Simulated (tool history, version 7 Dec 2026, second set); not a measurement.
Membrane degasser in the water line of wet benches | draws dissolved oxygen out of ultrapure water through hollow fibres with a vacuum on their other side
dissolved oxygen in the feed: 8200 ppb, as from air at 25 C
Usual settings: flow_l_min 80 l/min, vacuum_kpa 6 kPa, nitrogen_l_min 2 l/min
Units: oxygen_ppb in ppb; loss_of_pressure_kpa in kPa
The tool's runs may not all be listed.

run     day  flow_l_min  vacuum_kpa  nitrogen_l_min  oxygen_ppb  loss_of_pressure_kpa
  1       0          80           6               2         390                 64.25
  2   2.462          80       13.53               2       909.9                 64.68
  3   4.008          80       13.53               2       918.9                 64.36
  4   6.238          80       13.53               2       922.8                 64.86
  5   7.379          80       13.53               2         902                 64.87
  6   9.217          80           6            1.31       468.8                 64.74
  7  11.629          80           6               2       387.4                 64.34
  8  13.883          80           6               2       390.6                 64.58
  9  15.262          80           6               2       387.5                 64.54
 10  17.483          80           6               2       391.9                 65.01
 11  19.588          80           6               2       388.2                 64.55
 12  21.288          80           6            2.09         381                 64.65
 13  22.454          80        5.31               2       332.7                 64.89
 14  24.212          80        5.31               2       336.5                 65.02
 15  25.454          58        5.31            1.31       280.4                 47.12
 16  27.529         110        9.25            5.46       525.5                 90.03
 17  29.979          68        9.25            1.43       642.5                 55.51
 18    31.9          80        3.97               2       233.9                 65.49
 19  34.108          80        3.97               2         230                 65.09
 20  35.121          63       13.28            1.25       978.6                 51.57
 21  37.575          97         3.8            1.35       304.4                 79.36
 22  38.708         106       14.51            1.35      1524.7                 86.82
 23  40.079          51       14.51            3.24       459.7                 41.77
 24  41.738          51        13.5            3.24       427.3                 41.42
 25  44.129          51        13.5            5.02       310.8                 42.18
 26  46.517          82       11.96               2       831.4                 67.38
 27  48.958          82       11.96               2       816.8                  67.2
 28  50.758          82       11.96               2       827.8                 67.29

4 ways to go on from here, each from the tool as it stands after run 28. What would each give?
  A  51.75          82       11.96            0.81           ?                     ?
  B  51.75          80         6.4               2           ?                     ?
  C  51.75          82           6            0.89           ?                     ?
  D  51.75          99       11.96               2           ?                     ?

run  oxygen_ppb  loss_of_pressure_kpa
  A      1361.9                 67.57
  B       416.5                 65.91
  C         569                 67.47
  D       956.6                 81.72
Without the tool's hidden state the same runs would have given:
run  oxygen_ppb  loss_of_pressure_kpa
  A      1361.6                 66.32
  B       416.1                 64.69
  C       568.5                 66.22
  D       956.1                 80.21
